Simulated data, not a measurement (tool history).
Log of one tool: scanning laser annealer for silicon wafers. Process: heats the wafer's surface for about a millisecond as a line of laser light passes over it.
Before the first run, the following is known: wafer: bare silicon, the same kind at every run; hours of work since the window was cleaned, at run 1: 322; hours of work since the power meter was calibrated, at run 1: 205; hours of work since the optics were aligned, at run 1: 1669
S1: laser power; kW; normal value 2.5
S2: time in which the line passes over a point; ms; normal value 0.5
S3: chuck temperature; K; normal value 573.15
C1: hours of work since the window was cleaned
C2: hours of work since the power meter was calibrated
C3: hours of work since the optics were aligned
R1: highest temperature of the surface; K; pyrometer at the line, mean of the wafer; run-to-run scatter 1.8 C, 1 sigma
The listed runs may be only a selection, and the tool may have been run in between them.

run,day,S1,S2,S3,C1,C2,C3,R1
1,0,2.5,0.5,573.15,322,205,1669,1355.15
2,0.333,2.5,0.358,573.15,328,211,1675,1216.15
3,0.679,2.5,0.358,573.15,334,217,1681,1216.15
4,1.021,2.5,0.358,573.15,340,223,1687,1214.15
5,1.254,2.5,0.358,572.15,345,227,1691,1215.15
6,1.421,2.5,0.5,573.15,347,230,1694,1352.15
7,1.65,2.5,0.5,573.15,351,234,1698,1351.15
8,1.971,2.5,0.5,550.15,357,240,1704,1325.15
9,2.362,2.488,0.551,573.15,364,247,1710,1392.15
10,2.746,2.488,0.551,573.15,371,253,1717,1391.15
11,3.117,2.437,0.386,594.15,377,260,1724,1249.15
12,3.288,2.5,0.465,575.15,380,263,1727,1322.15

Predict each of these 5 candidate next runs independently; none follows another, all start after run 12:
A,3.479,2.5,0.5,561.15,384,266,1730,?
B,3.479,2.5,0.419,600.15,384,266,1730,?
C,3.479,2.507,0.396,567.15,384,266,1730,?
D,3.479,2.736,0.366,573.15,384,266,1730,?
E,3.479,2.552,0.465,580.15,384,266,1730,?

run,R1
A,1341.15
B,1305.15
C,1253.15
D,1299.15
E,1346.15
Take away the tool's hidden state, keep each run's random variation, and the runs would have read:
run,R1
A,1341.15
B,1305.15
C,1253.15
D,1300.15
E,1347.15
